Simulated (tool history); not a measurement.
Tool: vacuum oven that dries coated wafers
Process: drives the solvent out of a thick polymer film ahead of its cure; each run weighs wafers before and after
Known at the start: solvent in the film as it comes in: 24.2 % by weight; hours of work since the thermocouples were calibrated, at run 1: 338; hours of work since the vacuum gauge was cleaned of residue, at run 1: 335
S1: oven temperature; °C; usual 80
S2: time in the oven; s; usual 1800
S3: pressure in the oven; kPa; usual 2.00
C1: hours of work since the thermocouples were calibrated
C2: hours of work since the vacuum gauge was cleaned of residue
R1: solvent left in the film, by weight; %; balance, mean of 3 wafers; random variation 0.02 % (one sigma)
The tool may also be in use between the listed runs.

run,hour,S1,S2,S3,C1,C2,R1
1,0.0,80,1800,2.00,338,335,2.28
2,24.2,80,1800,2.00,348,345,2.25
3,39.3,80,1800,2.00,354,351,2.28
4,52.6,80,1800,2.00,359,356,2.25
5,70.8,86,1800,2.00,367,364,1.11
6,92.4,86,1800,2.00,376,373,1.15
7,117.8,80,1380,2.00,386,383,3.43
8,137.9,80,1800,4.27,394,391,3.09
9,168.0,80,1800,2.00,407,404,2.23
10,196.2,80,1680,2.00,418,415,2.45
11,216.1,80,1680,2.00,427,424,2.46
12,235.6,80,1680,2.00,435,432,2.51
13,256.0,80,1680,2.00,443,440,2.52
14,278.5,80,1800,7.98,452,449,4.38
15,292.2,92,1800,7.98,458,455,2.05
# hour 296.5: vacuum gauge cleaned of residue and calibrated
16,310.5,92,1800,7.98,465,6,2.06
17,338.2,80,1800,2.00,476,17,2.23
18,360.2,80,1800,2.00,485,26,2.23
19,381.7,86,1860,4.03,494,35,1.69
# hour 385.4: vacuum gauge cleaned of residue and calibrated, once more
20,400.6,80,2400,5.25,501,6,2.57
21,417.8,90,3120,3.06,508,13,0.77
22,444.5,90,1440,3.06,519,24,1.28
23,464.5,90,1800,2.00,528,33,0.71
24,479.2,72,1800,2.00,534,39,4.81
25,506.9,80,1020,3.63,545,50,5.57
26,530.4,80,1020,3.63,555,60,5.58
27,558.3,74,2520,2.00,566,71,2.43
28,583.3,90,1800,4.81,577,81,1.45
29,598.9,76,1620,4.63,583,88,4.79
30,617.4,89,1620,1.60,591,96,0.81
31,641.8,89,1260,7.71,601,106,2.91
32,670.3,89,1260,7.71,612,117,2.93
33,686.5,71,1500,7.71,619,124,8.71
34,701.6,80,1740,2.00,625,130,2.25
35,728.6,80,1800,2.04,636,141,2.17

Forecast each of these 5 alternatives for the next run:
A,752.1,93,3180,1.19,646,151,?
B,752.1,84,1200,1.10,646,151,?
C,752.1,95,1800,5.53,646,151,?
D,752.1,73,2460,2.00,646,151,?
E,752.1,67,1260,1.51,646,151,?

run,R1
A,0.30
B,2.49
C,1.22
D,2.77
E,9.13
Without the tool's hidden state the same runs would have given:
run,R1
A,0.29
B,2.61
C,1.24
D,2.89
E,9.34
